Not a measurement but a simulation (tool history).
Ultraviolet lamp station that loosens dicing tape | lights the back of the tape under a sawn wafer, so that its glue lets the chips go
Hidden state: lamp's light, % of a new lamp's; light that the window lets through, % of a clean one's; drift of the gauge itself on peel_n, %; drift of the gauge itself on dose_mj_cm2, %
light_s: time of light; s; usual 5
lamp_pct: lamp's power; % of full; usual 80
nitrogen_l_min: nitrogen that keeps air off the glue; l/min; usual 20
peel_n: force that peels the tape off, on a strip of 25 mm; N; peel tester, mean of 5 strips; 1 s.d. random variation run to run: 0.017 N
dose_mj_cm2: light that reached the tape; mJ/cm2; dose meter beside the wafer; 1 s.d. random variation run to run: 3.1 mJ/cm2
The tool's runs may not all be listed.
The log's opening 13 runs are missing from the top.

run,hour,light_s,lamp_pct,nitrogen_l_min,hours of work of the lamp,hours of work since the window was cleaned,peel_n,dose_mj_cm2
14,106.6,3,80,20,194,83,2.434,266
15,111.4,5,80,20,196,85,0.979,446
16,120.9,5,80,20,202,91,0.946,442
17,129.9,5,80,20,207,96,0.958,441
18,137.3,5,80,20,211,100,0.938,438
19,142.4,5,80,20,214,103,0.925,436
20,151,6,61,20,218,108,1.182,401
21,158.5,2,66,23,223,112,4.75,143
22,169.4,10,89,6,229,118,0.29,970
23,177.1,10,79,17,233,122,0.171,862
24,183.4,10,79,31,237,126,0.133,859
25,188.3,10,79,31,239,129,0.132,859
26,197.7,10,79,31,245,134,0.131,860
27,204.2,4,83,13,248,137,1.842,360
28,214.8,8,75,25,254,143,0.297,645
29,220.7,8,75,25,257,147,0.304,644
30,230.5,4,75,40,263,152,1.365,326
31,240.8,4,75,40,269,158,1.343,323
32,248.8,4,75,40,273,162,1.35,330
33,257.3,4,75,40,278,167,1.421,327
34,262.7,4,75,40,281,170,1.369,323
35,268.2,4,75,40,284,173,1.363,322
36,274.1,3,80,38,287,177,2.041,260
37,278.9,4,80,8,290,179,2.421,344

Branching from run 37: 3 alternative next runs. What would each branch give?
A,288.4,9,70,8,295,185,?,?
B,288.4,5,96,34,295,185,?,?
C,288.4,3,80,23,295,185,?,?

run,peel_n,dose_mj_cm2
A,0.614,671
B,0.474,507
C,2.507,256
Without the tool's hidden state the same runs would have given:
run,peel_n,dose_mj_cm2
A,0.5,725
B,0.383,548
C,2.224,277

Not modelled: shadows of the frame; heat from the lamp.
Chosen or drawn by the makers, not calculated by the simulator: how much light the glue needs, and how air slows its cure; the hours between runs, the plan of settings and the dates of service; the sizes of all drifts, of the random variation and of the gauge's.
